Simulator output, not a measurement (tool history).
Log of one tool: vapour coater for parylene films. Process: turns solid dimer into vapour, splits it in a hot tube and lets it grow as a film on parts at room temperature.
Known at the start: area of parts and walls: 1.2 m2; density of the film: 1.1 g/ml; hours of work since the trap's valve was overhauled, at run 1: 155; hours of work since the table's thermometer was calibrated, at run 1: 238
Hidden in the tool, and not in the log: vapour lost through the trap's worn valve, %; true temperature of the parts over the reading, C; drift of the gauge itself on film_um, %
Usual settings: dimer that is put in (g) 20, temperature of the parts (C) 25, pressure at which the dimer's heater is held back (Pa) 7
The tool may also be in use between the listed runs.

run,hour,dimer that is put in (g),temperature of the parts (C),pressure at which the dimer's heater is held back (Pa),hours of work since the trap's valve was overhauled,hours of work since the table's thermometer was calibrated,thickness of the film (nm)
1,0,20,25,7,155,238,10910
2,11.2,20,25,5.04,161,245,11490
3,30.8,20,25,7,173,256,10930
4,48.8,20,25,7,184,267,11050
5,65.1,20,25,7,193,276,10820
6,86.9,20,25,7,206,289,10890
7,96.9,20,25,7,212,295,10890
8,116.4,11,25,7,223,306,5980
9,129.4,11,25,7,231,314,5920
10,151,11,25,7,244,327,5930
11,167.2,11,25,7,253,336,5960
12,181.5,11,25,7,262,345,5910
13,195.3,11,25,5.91,270,353,6080
14,211.9,20,25,7,280,363,10640
15,231.4,20,25,7,291,374,10700
16,240.4,20,25,7,296,379,10580
17,260.8,20,25,2.64,308,391,12530
18,282.7,20,25,2.64,321,404,12570
19,302.4,20,25,2.64,333,416,12570
20,316.9,20,25,7,341,424,10570
21,327.3,20,25,7,347,431,10570
22,339.5,20,25,7,355,438,10400
23,355.5,12,25,7,364,447,6250
24,370.3,12,25,7,373,456,6230
25,391.3,11,31,7,385,468,4970
26,402.1,20,25,7.2,391,475,10290
27,411.7,34,25,3.02,397,480,20300
28,422.9,34,25,3.02,404,487,20150
29,435.6,35,36,7.75,411,494,13750
30,445.5,35,36,7.75,417,500,13780
31,454.6,23,31,11.91,422,505,9450
32,474.3,23,31,11.91,434,517,9420
33,493.1,34,18,11.72,445,528,18830
34,511,8,25,5.55,455,539,4270
35,533.1,20,33,7,469,552,8480
36,543.4,15,26,7,475,558,7530
37,565.2,15,26,7,487,571,7520
38,582.7,12,24,7.46,498,581,6100
39,601.4,9,25,7,509,592,4560
40,615.4,9,25,7,517,600,4480
41,632.9,10,31,6.12,527,610,4540
42,653.4,10,31,6.12,539,622,4460
43,663.3,8,32,6.12,545,628,3520
44,684.3,20,32,2.65,557,641,9950
45,700.7,20,19,7,567,650,11460
46,715.5,20,19,7,576,659,11390
47,737.2,16,17,6.68,589,672,9560

The same runs without the tool's hidden state, with the same run-to-run variation:
run,thickness of the film (nm)
1,11290
2,11910
3,11360
4,11500
5,11290
6,11390
7,11400
8,6280
9,6220
10,6250
11,6290
12,6250
13,6440
14,11300
15,11390
16,11270
17,13390
18,13460
19,13500
20,11370
21,11380
22,11210
23,6760
24,6740
25,5390
26,11190
27,22080
28,21950
29,15000
30,15060
31,10340
32,10330
33,20700
34,4700
35,9360
36,8330
37,8340
38,6780
39,5080
40,5010
41,5070
42,5000
43,3950
44,11210
45,12930
46,12880
47,10850
